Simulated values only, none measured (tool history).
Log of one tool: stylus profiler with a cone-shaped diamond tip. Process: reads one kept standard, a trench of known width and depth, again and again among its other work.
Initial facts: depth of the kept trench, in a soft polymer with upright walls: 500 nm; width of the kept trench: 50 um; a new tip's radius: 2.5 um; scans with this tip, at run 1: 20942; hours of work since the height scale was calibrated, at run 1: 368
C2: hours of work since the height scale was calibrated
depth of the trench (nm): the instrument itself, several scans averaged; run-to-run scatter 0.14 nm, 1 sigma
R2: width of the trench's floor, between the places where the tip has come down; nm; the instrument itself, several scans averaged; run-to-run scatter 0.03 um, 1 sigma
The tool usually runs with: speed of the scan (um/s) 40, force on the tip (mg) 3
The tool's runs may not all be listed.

{"run": 1, "hour": 0.0, "speed of the scan (um/s)": 40, "force on the tip (mg)": 3, "scans with this tip": 20942, "C2": 368, "depth of the trench (nm)": 503.05, "R2": 45150}
{"run": 2, "hour": 121.1, "speed of the scan (um/s)": 40, "force on the tip (mg)": 3, "scans with this tip": 22110, "C2": 455, "depth of the trench (nm)": 502.59, "R2": 45070}
{"run": 3, "hour": 188.8, "speed of the scan (um/s)": 40, "force on the tip (mg)": 3, "scans with this tip": 22764, "C2": 504, "depth of the trench (nm)": 502.78, "R2": 44980}
{"hour": 250.9, "done": "new tip fitted, height scale calibrated"}
{"run": 4, "hour": 317.9, "speed of the scan (um/s)": 40, "force on the tip (mg)": 3, "scans with this tip": 647, "C2": 48, "depth of the trench (nm)": 503.67, "R2": 46750}
{"run": 5, "hour": 433.4, "speed of the scan (um/s)": 62, "force on the tip (mg)": 3, "scans with this tip": 1761, "C2": 131, "depth of the trench (nm)": 503.49, "R2": 46620}
{"run": 6, "hour": 494.8, "speed of the scan (um/s)": 40, "force on the tip (mg)": 3, "scans with this tip": 2354, "C2": 175, "depth of the trench (nm)": 503.44, "R2": 46600}
{"run": 7, "hour": 576.0, "speed of the scan (um/s)": 40, "force on the tip (mg)": 5.09, "scans with this tip": 3137, "C2": 233, "depth of the trench (nm)": 504.92, "R2": 46630}
{"run": 8, "hour": 637.6, "speed of the scan (um/s)": 40, "force on the tip (mg)": 5.09, "scans with this tip": 3732, "C2": 278, "depth of the trench (nm)": 504.76, "R2": 46550}
{"run": 9, "hour": 697.8, "speed of the scan (um/s)": 40, "force on the tip (mg)": 5.09, "scans with this tip": 4313, "C2": 321, "depth of the trench (nm)": 504.8, "R2": 46510}
{"run": 10, "hour": 825.0, "speed of the scan (um/s)": 40, "force on the tip (mg)": 2.85, "scans with this tip": 5539, "C2": 412, "depth of the trench (nm)": 502.88, "R2": 46320}
{"run": 11, "hour": 918.7, "speed of the scan (um/s)": 40, "force on the tip (mg)": 1.07, "scans with this tip": 6444, "C2": 479, "depth of the trench (nm)": 500.83, "R2": 46180}
{"run": 12, "hour": 1014.0, "speed of the scan (um/s)": 40, "force on the tip (mg)": 3, "scans with this tip": 7363, "C2": 548, "depth of the trench (nm)": 502.49, "R2": 46160}
{"run": 13, "hour": 1097.6, "speed of the scan (um/s)": 40, "force on the tip (mg)": 5.52, "scans with this tip": 8170, "C2": 608, "depth of the trench (nm)": 504.53, "R2": 46170}
{"run": 14, "hour": 1179.1, "speed of the scan (um/s)": 40, "force on the tip (mg)": 5.52, "scans with this tip": 8956, "C2": 666, "depth of the trench (nm)": 504.41, "R2": 46140}
{"run": 15, "hour": 1247.8, "speed of the scan (um/s)": 40, "force on the tip (mg)": 3, "scans with this tip": 9619, "C2": 716, "depth of the trench (nm)": 502.37, "R2": 46010}
{"run": 16, "hour": 1375.9, "speed of the scan (um/s)": 40, "force on the tip (mg)": 3, "scans with this tip": 10855, "C2": 808, "depth of the trench (nm)": 502.37, "R2": 45900}
{"run": 17, "hour": 1447.3, "speed of the scan (um/s)": 40, "force on the tip (mg)": 3, "scans with this tip": 11544, "C2": 859, "depth of the trench (nm)": 502.13, "R2": 45910}
{"run": 18, "hour": 1570.1, "speed of the scan (um/s)": 51, "force on the tip (mg)": 3, "scans with this tip": 12729, "C2": 947, "depth of the trench (nm)": 501.72, "R2": 45720}
{"run": 19, "hour": 1640.9, "speed of the scan (um/s)": 62, "force on the tip (mg)": 1.78, "scans with this tip": 13412, "C2": 998, "depth of the trench (nm)": 500.84, "R2": 45570}
{"run": 20, "hour": 1765.4, "speed of the scan (um/s)": 18, "force on the tip (mg)": 3.09, "scans with this tip": 14614, "C2": 1087, "depth of the trench (nm)": 502.06, "R2": 45730}
{"hour": 1777.6, "done": "height scale calibrated on a step standard"}
{"run": 21, "hour": 1831.0, "speed of the scan (um/s)": 11, "force on the tip (mg)": 2.37, "scans with this tip": 15241, "C2": 38, "depth of the trench (nm)": 502.79, "R2": 45680}
{"run": 22, "hour": 1943.1, "speed of the scan (um/s)": 27, "force on the tip (mg)": 6.7, "scans with this tip": 16323, "C2": 119, "depth of the trench (nm)": 505.81, "R2": 45580}
{"run": 23, "hour": 2022.3, "speed of the scan (um/s)": 14, "force on the tip (mg)": 7.71, "scans with this tip": 17087, "C2": 176, "depth of the trench (nm)": 506.27, "R2": 45640}
{"run": 24, "hour": 2126.2, "speed of the scan (um/s)": 23, "force on the tip (mg)": 1, "scans with this tip": 18089, "C2": 250, "depth of the trench (nm)": 500.95, "R2": 45390}
{"run": 25, "hour": 2195.9, "speed of the scan (um/s)": 23, "force on the tip (mg)": 1, "scans with this tip": 18762, "C2": 300, "depth of the trench (nm)": 500.87, "R2": 45300}
{"run": 26, "hour": 2307.2, "speed of the scan (um/s)": 11, "force on the tip (mg)": 1.7, "scans with this tip": 19836, "C2": 380, "depth of the trench (nm)": 501.24, "R2": 45360}
{"run": 27, "hour": 2370.1, "speed of the scan (um/s)": 11, "force on the tip (mg)": 1.7, "scans with this tip": 20443, "C2": 425, "depth of the trench (nm)": 501.39, "R2": 45330}
{"run": 28, "hour": 2449.4, "speed of the scan (um/s)": 32, "force on the tip (mg)": 1.86, "scans with this tip": 21209, "C2": 482, "depth of the trench (nm)": 501.61, "R2": 45200}
{"run": 29, "hour": 2569.6, "speed of the scan (um/s)": 25, "force on the tip (mg)": 8.2, "scans with this tip": 22368, "C2": 569, "depth of the trench (nm)": 505.92, "R2": 45150}
{"run": 30, "hour": 2651.2, "speed of the scan (um/s)": 45, "force on the tip (mg)": 3.99, "scans with this tip": 23156, "C2": 627, "depth of the trench (nm)": 502.8, "R2": 45060}
{"hour": 2670.4, "done": "new tip fitted, height scale calibrated"}
{"run": 31, "hour": 2742.7, "speed of the scan (um/s)": 45, "force on the tip (mg)": 8.08, "scans with this tip": 698, "C2": 52, "depth of the trench (nm)": 507.02, "R2": 46730}
{"run": 32, "hour": 2835.1, "speed of the scan (um/s)": 14, "force on the tip (mg)": 2.61, "scans with this tip": 1589, "C2": 118, "depth of the trench (nm)": 503.12, "R2": 46750}
{"run": 33, "hour": 2943.7, "speed of the scan (um/s)": 14, "force on the tip (mg)": 2.61, "scans with this tip": 2637, "C2": 196, "depth of the trench (nm)": 502.89, "R2": 46610}
{"run": 34, "hour": 3062.0, "speed of the scan (um/s)": 13, "force on the tip (mg)": 3.38, "scans with this tip": 3779, "C2": 281, "depth of the trench (nm)": 503.6, "R2": 46510}
{"run": 35, "hour": 3136.2, "speed of the scan (um/s)": 83, "force on the tip (mg)": 2.92, "scans with this tip": 4494, "C2": 334, "depth of the trench (nm)": 503.18, "R2": 46210}
{"run": 36, "hour": 3236.5, "speed of the scan (um/s)": 83, "force on the tip (mg)": 1.83, "scans with this tip": 5462, "C2": 406, "depth of the trench (nm)": 502.09, "R2": 46030}

Below, some changes in depth of the trench (nm) between adjacent runs. For each, the amount present without the hidden state too (settings, incoming material, random variation) and the amount remaining for the hidden state with gauge scatter not shared by both compared results:
Hidden state at play: radius of the tip, um; height scale over the true one, %; drift of the gauge itself on depth_nm, %; drift of the gauge itself on floor_um, %.
Run 3 -> 4: new tip fitted, height scale calibrated. depth of the trench (nm) +0.89: hidden state +0.87, all else +0.02.
Run 20 -> 21: speed of the scan (um/s) 18 -> 11, force on the tip (mg) 3.09 -> 2.37, height scale calibrated on a step standard. depth of the trench (nm) +0.73: hidden state +1.59, all else -0.86.
Run 23 -> 24: speed of the scan (um/s) 14 -> 23, force on the tip (mg) 7.71 -> 1. depth of the trench (nm) -5.32: hidden state -0.13, all else -5.19.
Run 28 -> 29: speed of the scan (um/s) 32 -> 25, force on the tip (mg) 1.86 -> 8.2. depth of the trench (nm) +4.31: hidden state -0.15, all else +4.46.
Run 30 -> 31: force on the tip (mg) 3.99 -> 8.08, new tip fitted, height scale calibrated. depth of the trench (nm) +4.22: hidden state +1.51, all else +2.71.
